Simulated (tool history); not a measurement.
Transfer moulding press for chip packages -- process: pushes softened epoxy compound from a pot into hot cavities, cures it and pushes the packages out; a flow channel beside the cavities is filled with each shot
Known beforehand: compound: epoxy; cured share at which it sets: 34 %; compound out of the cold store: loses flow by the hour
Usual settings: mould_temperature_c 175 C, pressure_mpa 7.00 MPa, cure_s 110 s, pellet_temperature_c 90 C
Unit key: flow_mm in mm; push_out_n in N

| run | hour | mould_temperature_c | pressure_mpa | cure_s | pellet_temperature_c | incoming compound's hours out of the cold store | flow_mm | push_out_n |
|---|---|---|---|---|---|---|---|---|
| 1 | 0.0 | 175 | 7.00 | 110 | 90 | 28.4 | 549 | 375 |
| 2 | 17.2 | 182 | 7.00 | 110 | 90 | 42.7 | 496 | 341 |
| 3 | 32.6 | 182 | 7.00 | 110 | 90 | 44.0 | 493 | 386 |
| 4 | 53.1 | 182 | 7.00 | 110 | 90 | 37.9 | 510 | 418 |
| 5 | 68.7 | 182 | 7.00 | 110 | 90 | 33.3 | 524 | 432 |
| 6 | 81.1 | 175 | 7.00 | 110 | 89 | 39.3 | 511 | 526 |
| 7 | 96.6 | 175 | 7.00 | 110 | 89 | 40.0 | 512 | 497 |
| 8 | 118.8 | 175 | 7.00 | 110 | 89 | 14.9 | 598 | 545 |
|  | 132.6 | cavities cleaned with cleaning compound and waxed |
| 9 | 136.4 | 175 | 7.00 | 110 | 89 | 39.0 | 515 | 290 |
| 10 | 154.7 | 175 | 7.00 | 110 | 89 | 18.6 | 583 | 387 |
| 11 | 171.9 | 175 | 7.00 | 110 | 89 | 39.7 | 510 | 398 |
|  | 179.8 | mould's thermocouples calibrated |
| 12 | 193.1 | 175 | 7.00 | 110 | 89 | 17.8 | 584 | 462 |
| 13 | 212.8 | 175 | 7.00 | 110 | 89 | 26.4 | 553 | 465 |
| 14 | 231.1 | 175 | 7.00 | 110 | 90 | 41.2 | 498 | 491 |
| 15 | 252.7 | 175 | 7.00 | 110 | 90 | 18.9 | 579 | 534 |
| 16 | 274.3 | 175 | 7.00 | 110 | 87 | 37.8 | 513 | 507 |
|  | 290.5 | cavities cleaned with cleaning compound and waxed |
| 17 | 290.5 | 175 | 8.25 | 110 | 86 | 30.7 | 582 | 273 |
| 18 | 309.4 | 173 | 5.73 | 110 | 83 | 41.4 | 456 | 363 |
| 19 | 319.3 | 176 | 7.00 | 111 | 87 | 27.8 | 544 | 356 |
| 20 | 339.6 | 176 | 7.00 | 111 | 87 | 11.4 | 609 | 433 |
| 21 | 363.4 | 168 | 7.00 | 101 | 90 | 28.2 | 554 | 816 |
| 22 | 387.2 | 175 | 5.65 | 112 | 86 | 39.7 | 451 | 485 |
| 23 | 401.3 | 175 | 5.65 | 112 | 86 | 33.5 | 470 | 500 |
| 24 | 424.0 | 170 | 7.90 | 105 | 90 | 25.7 | 588 | 755 |
| 25 | 442.5 | 182 | 5.30 | 110 | 90 | 47.8 | 408 | 462 |
|  | 447.6 | cavities cleaned with cleaning compound and waxed |
| 26 | 454.3 | 182 | 5.30 | 110 | 90 | 25.7 | 469 | 280 |
| 27 | 476.2 | 182 | 5.30 | 110 | 90 | 19.9 | 488 | 330 |
| 28 | 495.7 | 175 | 6.77 | 132 | 92 | 10.9 | 595 | 393 |

Below are 4 alternative next runs, each starting from the tool's condition after run 28. Predict each:
| A | 512.6 | 175 | 7.89 | 110 | 90 | 44.3 | ? | ? |
| B | 512.6 | 175 | 7.52 | 139 | 92 | 35.4 | ? | ? |
| C | 512.6 | 169 | 6.77 | 132 | 96 | 29.7 | ? | ? |
| D | 512.6 | 178 | 7.76 | 132 | 89 | 22.0 | ? | ? |

| run | flow_mm | push_out_n |
|---|---|---|
| A | 514 | 461 |
| B | 531 | 397 |
| C | 529 | 464 |
| D | 586 | 402 |
Had the tool no hidden state, the same runs would have come out as:
| run | flow_mm | push_out_n |
|---|---|---|
| A | 528 | 274 |
| B | 547 | 236 |
| C | 544 | 276 |
| D | 603 | 238 |
